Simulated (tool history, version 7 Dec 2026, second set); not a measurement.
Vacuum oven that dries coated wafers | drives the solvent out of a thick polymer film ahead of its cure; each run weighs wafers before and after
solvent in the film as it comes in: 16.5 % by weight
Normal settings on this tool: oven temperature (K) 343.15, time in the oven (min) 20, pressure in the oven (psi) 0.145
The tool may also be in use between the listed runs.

{"run": 1, "hour": 0.0, "oven temperature (K)": 343.15, "time in the oven (min)": 20, "pressure in the oven (psi)": 0.145, "solvent left in the film (%)": 3.95}
{"run": 2, "hour": 28.3, "oven temperature (K)": 343.15, "time in the oven (min)": 20, "pressure in the oven (psi)": 0.145, "solvent left in the film (%)": 4.01}
{"run": 3, "hour": 53.7, "oven temperature (K)": 343.15, "time in the oven (min)": 20, "pressure in the oven (psi)": 0.145, "solvent left in the film (%)": 4}
{"run": 4, "hour": 75.3, "oven temperature (K)": 343.15, "time in the oven (min)": 20, "pressure in the oven (psi)": 0.145, "solvent left in the film (%)": 3.97}
{"run": 5, "hour": 97.1, "oven temperature (K)": 343.15, "time in the oven (min)": 20, "pressure in the oven (psi)": 0.145, "solvent left in the film (%)": 3.95}
{"run": 6, "hour": 125.1, "oven temperature (K)": 343.15, "time in the oven (min)": 20, "pressure in the oven (psi)": 0.145, "solvent left in the film (%)": 3.92}
{"run": 7, "hour": 154.2, "oven temperature (K)": 343.15, "time in the oven (min)": 20, "pressure in the oven (psi)": 0.145, "solvent left in the film (%)": 3.94}
{"run": 8, "hour": 169.8, "oven temperature (K)": 343.15, "time in the oven (min)": 20, "pressure in the oven (psi)": 0.145, "solvent left in the film (%)": 3.93}
{"run": 9, "hour": 188.5, "oven temperature (K)": 343.15, "time in the oven (min)": 20, "pressure in the oven (psi)": 0.553, "solvent left in the film (%)": 5.9}
{"run": 10, "hour": 205.7, "oven temperature (K)": 343.15, "time in the oven (min)": 34, "pressure in the oven (psi)": 0.145, "solvent left in the film (%)": 2.19}
{"run": 11, "hour": 237.4, "oven temperature (K)": 343.15, "time in the oven (min)": 34, "pressure in the oven (psi)": 0.145, "solvent left in the film (%)": 2.04}
{"run": 12, "hour": 252.1, "oven temperature (K)": 343.15, "time in the oven (min)": 34, "pressure in the oven (psi)": 0.145, "solvent left in the film (%)": 2.06}
{"run": 13, "hour": 272.0, "oven temperature (K)": 343.15, "time in the oven (min)": 34, "pressure in the oven (psi)": 0.145, "solvent left in the film (%)": 2.09}
{"run": 14, "hour": 286.0, "oven temperature (K)": 343.15, "time in the oven (min)": 34, "pressure in the oven (psi)": 0.145, "solvent left in the film (%)": 2.06}
{"run": 15, "hour": 300.2, "oven temperature (K)": 343.15, "time in the oven (min)": 32, "pressure in the oven (psi)": 0.096, "solvent left in the film (%)": 1.98}
{"run": 16, "hour": 330.8, "oven temperature (K)": 343.15, "time in the oven (min)": 32, "pressure in the oven (psi)": 0.096, "solvent left in the film (%)": 2}
{"run": 17, "hour": 361.5, "oven temperature (K)": 330.15, "time in the oven (min)": 12, "pressure in the oven (psi)": 0.207, "solvent left in the film (%)": 10.94}
{"run": 18, "hour": 384.2, "oven temperature (K)": 345.15, "time in the oven (min)": 14, "pressure in the oven (psi)": 0.238, "solvent left in the film (%)": 5.05}
{"run": 19, "hour": 412.2, "oven temperature (K)": 345.15, "time in the oven (min)": 14, "pressure in the oven (psi)": 0.238, "solvent left in the film (%)": 4.98}
{"run": 20, "hour": 438.9, "oven temperature (K)": 343.15, "time in the oven (min)": 20, "pressure in the oven (psi)": 0.116, "solvent left in the film (%)": 3.67}
{"run": 21, "hour": 452.7, "oven temperature (K)": 343.15, "time in the oven (min)": 20, "pressure in the oven (psi)": 0.116, "solvent left in the film (%)": 3.77}
{"run": 22, "hour": 480.3, "oven temperature (K)": 338.15, "time in the oven (min)": 20, "pressure in the oven (psi)": 0.091, "solvent left in the film (%)": 5.59}
{"run": 23, "hour": 510.9, "oven temperature (K)": 338.15, "time in the oven (min)": 20, "pressure in the oven (psi)": 0.091, "solvent left in the film (%)": 5.64}
{"run": 24, "hour": 525.8, "oven temperature (K)": 352.15, "time in the oven (min)": 20, "pressure in the oven (psi)": 0.091, "solvent left in the film (%)": 1.18}

Had the tool no unlogged condition, and each run kept its random variation, what would the results have been?
Hidden conditions of the tool in this case: true wafer temperature over the reading, C; true pressure over the reading, kPa; drift of the gauge itself on solvent_pct, %.
run=1 solvent_left_in_the_film_(%)=3.76
run=2 solvent_left_in_the_film_(%)=3.83
run=3 solvent_left_in_the_film_(%)=3.83
run=4 solvent_left_in_the_film_(%)=3.81
run=5 solvent_left_in_the_film_(%)=3.79
run=6 solvent_left_in_the_film_(%)=3.76
run=7 solvent_left_in_the_film_(%)=3.8
run=8 solvent_left_in_the_film_(%)=3.79
run=9 solvent_left_in_the_film_(%)=5.77
run=10 solvent_left_in_the_film_(%)=2
run=11 solvent_left_in_the_film_(%)=1.85
run=12 solvent_left_in_the_film_(%)=1.88
run=13 solvent_left_in_the_film_(%)=1.91
run=14 solvent_left_in_the_film_(%)=1.88
run=15 solvent_left_in_the_film_(%)=1.81
run=16 solvent_left_in_the_film_(%)=1.83
run=17 solvent_left_in_the_film_(%)=10.85
run=18 solvent_left_in_the_film_(%)=5.01
run=19 solvent_left_in_the_film_(%)=4.94
run=20 solvent_left_in_the_film_(%)=3.59
run=21 solvent_left_in_the_film_(%)=3.7
run=22 solvent_left_in_the_film_(%)=5.53
run=23 solvent_left_in_the_film_(%)=5.6
run=24 solvent_left_in_the_film_(%)=1.05

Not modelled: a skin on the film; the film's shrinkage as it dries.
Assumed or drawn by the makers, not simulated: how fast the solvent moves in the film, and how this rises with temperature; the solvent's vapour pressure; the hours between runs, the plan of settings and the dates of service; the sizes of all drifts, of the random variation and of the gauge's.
